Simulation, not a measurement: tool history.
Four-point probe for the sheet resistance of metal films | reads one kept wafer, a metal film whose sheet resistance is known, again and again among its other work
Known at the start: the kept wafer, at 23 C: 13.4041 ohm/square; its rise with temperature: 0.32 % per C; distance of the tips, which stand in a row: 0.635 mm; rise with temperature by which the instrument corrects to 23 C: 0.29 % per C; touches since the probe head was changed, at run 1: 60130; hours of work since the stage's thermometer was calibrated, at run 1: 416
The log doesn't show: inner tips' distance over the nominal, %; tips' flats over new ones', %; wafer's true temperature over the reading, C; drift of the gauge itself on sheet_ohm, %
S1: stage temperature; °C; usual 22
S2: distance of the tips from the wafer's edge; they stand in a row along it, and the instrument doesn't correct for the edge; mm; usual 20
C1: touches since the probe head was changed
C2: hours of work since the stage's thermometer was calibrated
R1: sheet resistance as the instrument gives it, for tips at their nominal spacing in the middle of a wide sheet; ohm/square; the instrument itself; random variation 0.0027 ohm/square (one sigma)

{"run": 1, "hour": 0.0, "S1": 22, "S2": 20, "C1": 60130, "C2": 416, "R1": 13.420785}
{"run": 2, "hour": 97.3, "S1": 22, "S2": 20, "C1": 64316, "C2": 484, "R1": 13.426245}
{"run": 3, "hour": 226.1, "S1": 22, "S2": 20, "C1": 69859, "C2": 575, "R1": 13.43324}
{"run": 4, "hour": 304.3, "S1": 22, "S2": 20, "C1": 73224, "C2": 631, "R1": 13.436563}
{"run": 5, "hour": 405.5, "S1": 22, "S2": 20, "C1": 77580, "C2": 702, "R1": 13.43913}
{"run": 6, "hour": 546.2, "S1": 22, "S2": 20, "C1": 83632, "C2": 801, "R1": 13.449451}
{"run": 7, "hour": 653.7, "S1": 22, "S2": 20, "C1": 88257, "C2": 877, "R1": 13.451482}
{"run": 8, "hour": 726.1, "S1": 21, "S2": 70, "C1": 91376, "C2": 928, "R1": 13.444778}
{"run": 9, "hour": 785.7, "S1": 19, "S2": 27, "C1": 93938, "C2": 970, "R1": 13.442449}
{"run": 10, "hour": 904.0, "S1": 34, "S2": 20, "C1": 99027, "C2": 1054, "R1": 13.517888}
{"run": 11, "hour": 989.8, "S1": 23, "S2": 11, "C1": 102721, "C2": 1115, "R1": 13.494085}
{"run": 12, "hour": 1102.9, "S1": 21, "S2": 25, "C1": 107586, "C2": 1194, "R1": 13.469839}
{"run": 13, "hour": 1201.8, "S1": 20, "S2": 49, "C1": 111843, "C2": 1264, "R1": 13.467318}

Forecast each of these 3 alternatives for the next run:
{"run": "A", "hour": 1306.8, "S1": 20, "S2": 6, "C1": 116360, "C2": 1338, "R1": "?"}
{"run": "B", "hour": 1306.8, "S1": 20, "S2": 6, "C1": 116360, "C2": 1338, "R1": "?"}
{"run": "C", "hour": 1306.8, "S1": 18, "S2": 4, "C1": 116360, "C2": 1338, "R1": "?"}

run=A R1=13.553216
run=B R1=13.551446
run=C R1=13.640651
Without the tool's hidden state the same runs would have given:
run=A R1=13.472172
run=B R1=13.470412
run=C R1=13.559026
